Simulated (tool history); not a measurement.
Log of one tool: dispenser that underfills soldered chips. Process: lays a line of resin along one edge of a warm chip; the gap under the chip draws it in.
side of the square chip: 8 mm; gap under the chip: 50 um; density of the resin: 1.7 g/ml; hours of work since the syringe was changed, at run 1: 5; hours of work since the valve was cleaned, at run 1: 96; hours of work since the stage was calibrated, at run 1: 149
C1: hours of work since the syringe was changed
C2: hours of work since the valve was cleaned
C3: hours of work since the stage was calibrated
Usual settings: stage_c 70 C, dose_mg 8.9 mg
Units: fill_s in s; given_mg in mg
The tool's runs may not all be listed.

{"run": 1, "hour": 0.0, "stage_c": 70, "dose_mg": 8.9, "C1": 5, "C2": 96, "C3": 149, "fill_s": 94.3, "given_mg": 8.7}
{"hour": 1.5, "done": "new syringe of resin"}
{"run": 2, "hour": 4.3, "stage_c": 70, "dose_mg": 8.9, "C1": 2, "C2": 98, "C3": 151, "fill_s": 82.7, "given_mg": 8.54}
{"hour": 10.4, "done": "new syringe of resin"}
{"run": 3, "hour": 11.5, "stage_c": 70, "dose_mg": 8.9, "C1": 1, "C2": 103, "C3": 156, "fill_s": 78.6, "given_mg": 8.58}
{"run": 4, "hour": 16.9, "stage_c": 70, "dose_mg": 8.9, "C1": 4, "C2": 107, "C3": 160, "fill_s": 89.2, "given_mg": 8.53}
{"hour": 19.1, "done": "new syringe of resin"}
{"run": 5, "hour": 23.1, "stage_c": 70, "dose_mg": 8.9, "C1": 3, "C2": 111, "C3": 164, "fill_s": 88.3, "given_mg": 8.52}
{"hour": 27.7, "done": "new syringe of resin"}
{"run": 6, "hour": 31.5, "stage_c": 70, "dose_mg": 8.9, "C1": 3, "C2": 117, "C3": 170, "fill_s": 83.8, "given_mg": 8.63}
{"hour": 36.3, "done": "new syringe of resin"}
{"run": 7, "hour": 37.2, "stage_c": 70, "dose_mg": 8.9, "C1": 1, "C2": 120, "C3": 173, "fill_s": 79.7, "given_mg": 8.41}
{"hour": 45.4, "done": "new syringe of resin"}
{"run": 8, "hour": 45.8, "stage_c": 74, "dose_mg": 10, "C1": 0, "C2": 126, "C3": 179, "fill_s": 68.1, "given_mg": 9.6}
{"run": 9, "hour": 51.0, "stage_c": 74, "dose_mg": 10, "C1": 4, "C2": 130, "C3": 183, "fill_s": 78, "given_mg": 9.52}

Forecast run 10:
{"hour": 54.2, "done": "new syringe of resin"}
{"hour": 55.8, "done": "dispensing valve cleaned and set on the balance"}
{"run": 10, "hour": 57.9, "stage_c": 68, "dose_mg": 10.97, "C1": 2, "C2": 1, "C3": 187, "fill_s": "?", "given_mg": "?"}

Run 10 gave fill_s 86.9 s, given_mg 10.96 mg.
Without the tool's hidden state the same run would have given fill_s 83.3 s, given_mg 10.95 mg.
